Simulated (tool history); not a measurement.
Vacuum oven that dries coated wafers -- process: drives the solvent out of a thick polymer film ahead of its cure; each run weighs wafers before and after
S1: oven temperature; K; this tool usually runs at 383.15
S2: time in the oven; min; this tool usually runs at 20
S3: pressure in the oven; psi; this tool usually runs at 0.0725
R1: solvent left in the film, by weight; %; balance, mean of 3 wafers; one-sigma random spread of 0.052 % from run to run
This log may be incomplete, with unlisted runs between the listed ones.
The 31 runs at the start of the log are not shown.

run 32 hour=568.5 | S1=383.15 S2=11 S3=0.1046 | R1=3.56
run 33 hour=585.1 | S1=382.15 S2=13 S3=0.1279 | R1=3.08
run 34 hour=603.5 | S1=391.15 S2=16 S3=0.0934 | R1=1.13
run 35 hour=614.3 | S1=391.15 S2=16 S3=0.0934 | R1=1.16
run 36 hour=638.3 | S1=381.15 S2=15 S3=0.106 | R1=2.65
run 37 hour=661.1 | S1=370.15 S2=24 S3=0.2734 | R1=3.64
run 38 hour=679.1 | S1=392.15 S2=21 S3=0.0915 | R1=0.76
run 39 hour=699.2 | S1=394.15 S2=22 S3=0.0644 | R1=0.44
run 40 hour=718.2 | S1=383.15 S2=28 S3=0.0818 | R1=0.78
run 41 hour=732.7 | S1=393.15 S2=20 S3=0.0405 | R1=0.44
run 42 hour=754.1 | S1=388.15 S2=20 S3=0.0991 | R1=1.02
run 43 hour=773.3 | S1=378.15 S2=16 S3=0.245 | R1=3.36
run 44 hour=795.5 | S1=374.15 S2=17 S3=0.1102 | R1=3.3
run 45 hour=820.3 | S1=374.15 S2=17 S3=0.0792 | R1=3.12
run 46 hour=837.5 | S1=374.15 S2=17 S3=0.0792 | R1=3.15

Branching from run 46: 3 alternative next runs. What would each branch give?
run A hour=857.8 | S1=371.15 S2=17 S3=0.0792 | R1=?
run B hour=857.8 | S1=381.15 S2=33 S3=0.2234 | R1=?
run C hour=857.8 | S1=391.15 S2=20 S3=0.1198 | R1=?

run=A R1=3.7
run=B R1=1.25
run=C R1=0.86
Take away the tool's hidden state, keep each run's random variation, and the runs would have read:
run=A R1=3.81
run=B R1=1.25
run=C R1=0.88
